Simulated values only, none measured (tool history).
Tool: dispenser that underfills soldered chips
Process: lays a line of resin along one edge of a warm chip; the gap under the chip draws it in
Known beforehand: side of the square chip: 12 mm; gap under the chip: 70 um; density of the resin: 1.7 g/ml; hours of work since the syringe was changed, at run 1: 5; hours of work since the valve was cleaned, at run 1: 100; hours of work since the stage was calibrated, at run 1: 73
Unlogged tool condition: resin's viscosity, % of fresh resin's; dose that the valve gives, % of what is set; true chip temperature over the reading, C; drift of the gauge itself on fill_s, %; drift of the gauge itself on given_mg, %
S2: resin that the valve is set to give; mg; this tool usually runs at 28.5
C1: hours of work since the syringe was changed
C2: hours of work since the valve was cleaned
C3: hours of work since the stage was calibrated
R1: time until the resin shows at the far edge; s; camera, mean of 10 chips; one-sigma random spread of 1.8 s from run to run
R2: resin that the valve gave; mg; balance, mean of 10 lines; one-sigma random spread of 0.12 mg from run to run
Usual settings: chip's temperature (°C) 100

{"run": 1, "hour": 0.0, "chip's temperature (°C)": 100, "S2": 28.5, "C1": 5, "C2": 100, "C3": 73, "R1": 242.3, "R2": 25.82}
{"run": 2, "hour": 3.9, "chip's temperature (°C)": 100, "S2": 28.5, "C1": 8, "C2": 103, "C3": 76, "R1": 269.6, "R2": 25.81}
{"run": 3, "hour": 7.9, "chip's temperature (°C)": 100, "S2": 32.6, "C1": 11, "C2": 106, "C3": 79, "R1": 313.8, "R2": 29.42}
{"hour": 10.2, "done": "new syringe of resin"}
{"hour": 12.1, "done": "dispensing valve cleaned and set on the balance"}
{"run": 4, "hour": 13.7, "chip's temperature (°C)": 100, "S2": 31.4, "C1": 2, "C2": 1, "C3": 82, "R1": 204.7, "R2": 31.25}
{"run": 5, "hour": 16.9, "chip's temperature (°C)": 100, "S2": 28.5, "C1": 4, "C2": 3, "C3": 84, "R1": 233.1, "R2": 28.3}
{"run": 6, "hour": 22.2, "chip's temperature (°C)": 106, "S2": 28.5, "C1": 8, "C2": 7, "C3": 88, "R1": 213.1, "R2": 28.4}
{"run": 7, "hour": 24.8, "chip's temperature (°C)": 106, "S2": 28.5, "C1": 10, "C2": 9, "C3": 89, "R1": 239.8, "R2": 28.29}
{"hour": 28.6, "done": "new syringe of resin"}
{"run": 8, "hour": 29.6, "chip's temperature (°C)": 100, "S2": 28.5, "C1": 1, "C2": 12, "C3": 93, "R1": 193.0, "R2": 28.39}
{"run": 9, "hour": 33.6, "chip's temperature (°C)": 107, "S2": 28.5, "C1": 3, "C2": 15, "C3": 95, "R1": 163.5, "R2": 28.2}
{"run": 10, "hour": 36.4, "chip's temperature (°C)": 100, "S2": 24.2, "C1": 5, "C2": 17, "C3": 97, "R1": 252.3, "R2": 23.88}
{"run": 11, "hour": 41.4, "chip's temperature (°C)": 100, "S2": 28.5, "C1": 9, "C2": 20, "C3": 101, "R1": 294.8, "R2": 27.85}
{"run": 12, "hour": 45.0, "chip's temperature (°C)": 97, "S2": 26.8, "C1": 11, "C2": 23, "C3": 103, "R1": 387.4, "R2": 26.24}
{"hour": 45.9, "done": "new syringe of resin"}
{"run": 13, "hour": 47.9, "chip's temperature (°C)": 112, "S2": 29.8, "C1": 1, "C2": 25, "C3": 105, "R1": 119.8, "R2": 29.09}
{"run": 14, "hour": 53.9, "chip's temperature (°C)": 112, "S2": 29.8, "C1": 6, "C2": 29, "C3": 109, "R1": 150.6, "R2": 29.23}
{"run": 15, "hour": 57.3, "chip's temperature (°C)": 100, "S2": 32.7, "C1": 8, "C2": 31, "C3": 112, "R1": 277.0, "R2": 31.88}
{"hour": 63.5, "done": "new syringe of resin"}
{"run": 16, "hour": 63.9, "chip's temperature (°C)": 100, "S2": 32.7, "C1": 0, "C2": 36, "C3": 116, "R1": 186.2, "R2": 31.77}
{"run": 17, "hour": 69.0, "chip's temperature (°C)": 107, "S2": 27.7, "C1": 4, "C2": 39, "C3": 120, "R1": 170.4, "R2": 26.99}
{"run": 18, "hour": 73.0, "chip's temperature (°C)": 91, "S2": 25.1, "C1": 7, "C2": 42, "C3": 122, "R1": 405.2, "R2": 24.04}
{"run": 19, "hour": 78.6, "chip's temperature (°C)": 91, "S2": 25.1, "C1": 11, "C2": 46, "C3": 126, "R1": 487.7, "R2": 24.17}
{"hour": 81.0, "done": "new syringe of resin"}
{"run": 20, "hour": 82.8, "chip's temperature (°C)": 90, "S2": 34.8, "C1": 1, "C2": 49, "C3": 129, "R1": 304.0, "R2": 33.75}
{"run": 21, "hour": 88.4, "chip's temperature (°C)": 111, "S2": 26.9, "C1": 5, "C2": 52, "C3": 133, "R1": 157.1, "R2": 25.62}

Measured result minus the same run's result without the hidden state. Both carry the same run-to-run variation, though not necessarily the same gauge scatter:
run=1 R1=+60.9 R2=-2.57
run=2 R1=+94.5 R2=-2.66
run=3 R1=+136.5 R2=-3.11
run=4 R1=+24.2 R2=-0.02
run=5 R1=+50.1 R2=-0.07
run=6 R1=+74.8 R2=-0.17
run=7 R1=+98.5 R2=-0.21
run=8 R1=+11.9 R2=-0.29
run=9 R1=+30.7 R2=-0.36
run=10 R1=+67.8 R2=-0.35
run=11 R1=+114.3 R2=-0.51
run=12 R1=+180.2 R2=-0.55
run=13 R1=+11.2 R2=-0.64
run=14 R1=+40.8 R2=-0.76
run=15 R1=+98.2 R2=-0.90
run=16 R1=+9.7 R2=-1.03
run=17 R1=+36.3 R2=-0.97
run=18 R1=+130.6 R2=-0.92
run=19 R1=+217.9 R2=-1.01
run=20 R1=+28.7 R2=-1.49
run=21 R1=+41.0 R2=-1.23
